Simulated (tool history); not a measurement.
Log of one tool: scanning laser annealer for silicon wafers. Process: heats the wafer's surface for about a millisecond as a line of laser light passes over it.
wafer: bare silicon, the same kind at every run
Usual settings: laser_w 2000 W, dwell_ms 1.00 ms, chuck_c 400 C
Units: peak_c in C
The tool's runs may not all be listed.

Run 1, hour 0.0: usual settings. Result: peak_c 1127 C.
Run 2, hour 21.0: usual settings but dwell_ms 0.76 ms. Result: peak_c 1026 C.
Run 3, hour 44.2: usual settings but dwell_ms 0.76 ms. Result: peak_c 1027 C.
Run 4, hour 58.8: usual settings but dwell_ms 1.09 ms. Result: peak_c 1166 C.
Run 5, hour 69.6: usual settings but dwell_ms 1.09 ms. Result: peak_c 1162 C.
Run 6, hour 86.1: usual settings but dwell_ms 1.09 ms. Result: peak_c 1165 C.
Run 7, hour 104.8: usual settings but dwell_ms 1.09 ms. Result: peak_c 1164 C.
Run 8, hour 123.8: usual settings. Result: peak_c 1126 C.
Run 9, hour 141.4: usual settings. Result: peak_c 1130 C.
Run 10, hour 163.5: usual settings. Result: peak_c 1129 C.
Run 11, hour 181.6: usual settings but laser_w 2014 W. Result: peak_c 1133 C.
Run 12, hour 197.4: usual settings but laser_w 2014 W. Result: peak_c 1129 C.
Run 13, hour 221.2: usual settings but laser_w 2009 W. Result: peak_c 1131 C.
Run 14, hour 237.0: usual settings but laser_w 2009 W, chuck_c 361 C. Result: peak_c 1090 C.
Run 15, hour 258.6: usual settings but laser_w 2009 W, chuck_c 361 C. Result: peak_c 1092 C.
Run 16, hour 269.1: usual settings but laser_w 2009 W, chuck_c 361 C. Result: peak_c 1089 C.
Run 17, hour 284.9: usual settings but dwell_ms 0.87 ms. Result: peak_c 1075 C.
Run 18, hour 301.4: usual settings but laser_w 1712 W, dwell_ms 0.87 ms. Result: peak_c 982 C.
Run 19, hour 315.6: usual settings. Result: peak_c 1127 C.
Run 20, hour 335.5: usual settings. Result: peak_c 1126 C.
Run 21, hour 355.3: usual settings but chuck_c 383 C. Result: peak_c 1108 C.
At hour 358.9: window over the wafer cleaned.
Run 22, hour 367.5: usual settings but laser_w 1724 W, dwell_ms 0.86 ms, chuck_c 391 C. Result: peak_c 972 C.
Run 23, hour 385.6: usual settings but laser_w 1724 W, dwell_ms 0.86 ms, chuck_c 391 C. Result: peak_c 971 C.

Run 24 comes next. What will it give?
At hour 398.6: window over the wafer cleaned, once more.
Run 24, hour 398.6: usual settings but laser_w 1784 W, dwell_ms 0.86 ms, chuck_c 391 C. Result: peak_c ?.

peak_c: 999 C
Without the tool's hidden state the same run would have given peak_c 1009 C.
